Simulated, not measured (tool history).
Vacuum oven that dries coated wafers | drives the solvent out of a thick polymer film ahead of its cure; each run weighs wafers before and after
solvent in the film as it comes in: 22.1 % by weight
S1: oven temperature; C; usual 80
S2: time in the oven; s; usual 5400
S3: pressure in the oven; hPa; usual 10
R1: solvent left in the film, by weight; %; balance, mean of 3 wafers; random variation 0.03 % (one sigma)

run 1 hour=0 | S1=80 S2=5400 S3=10 | R1=1.57
run 2 hour=16.1 | S1=80 S2=5400 S3=10 | R1=1.61
run 3 hour=33.2 | S1=80 S2=5400 S3=10 | R1=1.63
run 4 hour=41.6 | S1=80 S2=5400 S3=10 | R1=1.55
run 5 hour=56.8 | S1=80 S2=5400 S3=10 | R1=1.59
run 6 hour=72.2 | S1=80 S2=6240 S3=10 | R1=1.14
run 7 hour=86.3 | S1=80 S2=5400 S3=23.7 | R1=2.15
run 8 hour=104.9 | S1=80 S2=3300 S3=10 | R1=3.71
run 9 hour=113.8 | S1=80 S2=3300 S3=10 | R1=3.73
run 10 hour=122.1 | S1=83 S2=5400 S3=10 | R1=1.13
run 11 hour=129.7 | S1=83 S2=5400 S3=10 | R1=1.13
run 12 hour=142.8 | S1=83 S2=6780 S3=10 | R1=0.73
run 13 hour=153.1 | S1=83 S2=6780 S3=10 | R1=0.75
run 14 hour=171.2 | S1=81 S2=5400 S3=10 | R1=1.43
run 15 hour=185.8 | S1=81 S2=5400 S3=10 | R1=1.53
run 16 hour=194.5 | S1=81 S2=5400 S3=10 | R1=1.43
run 17 hour=205.7 | S1=80 S2=5400 S3=10 | R1=1.62
run 18 hour=221.2 | S1=80 S2=5400 S3=10 | R1=1.57
run 19 hour=232.5 | S1=80 S2=6000 S3=10 | R1=1.22
run 20 hour=246.8 | S1=80 S2=5400 S3=10 | R1=1.55
run 21 hour=260 | S1=80 S2=5400 S3=10 | R1=1.6
run 22 hour=267.7 | S1=80 S2=5400 S3=10 | R1=1.55
run 23 hour=282.8 | S1=80 S2=5400 S3=10 | R1=1.58
run 24 hour=294.8 | S1=70 S2=5820 S3=19.3 | R1=4.15
run 25 hour=310.1 | S1=70 S2=5820 S3=19.3 | R1=4.14
run 26 hour=318.6 | S1=70 S2=5820 S3=19.3 | R1=4.2
run 27 hour=328.7 | S1=70 S2=5820 S3=19.3 | R1=4.17
run 28 hour=345.8 | S1=68 S2=5760 S3=18.5 | R1=4.85
run 29 hour=359.1 | S1=68 S2=5760 S3=18.5 | R1=4.78
run 30 hour=376.4 | S1=68 S2=5760 S3=9.9 | R1=4.29
run 31 hour=386.6 | S1=68 S2=5760 S3=9.9 | R1=4.34
run 32 hour=401.8 | S1=92 S2=5400 S3=6.8 | R1=0.31
run 33 hour=419.9 | S1=87 S2=7500 S3=10 | R1=0.44
run 34 hour=438.8 | S1=65 S2=7500 S3=10 | R1=3.91
run 35 hour=453.8 | S1=91 S2=5400 S3=6.3 | R1=0.36
run 36 hour=469.1 | S1=91 S2=5400 S3=6.3 | R1=0.36
run 37 hour=477.5 | S1=83 S2=6180 S3=26.2 | R1=1.39
run 38 hour=491.4 | S1=82 S2=5400 S3=23.7 | R1=1.72
run 39 hour=502.2 | S1=82 S2=5400 S3=23.7 | R1=1.72

Forecast run 40:
run 40 hour=519.8 | S1=71 S2=7200 S3=37.4 | R1=?

{"run 40": {"R1": 3.89}}
Without the tool's hidden state the same run would have given R1 4.09 %.
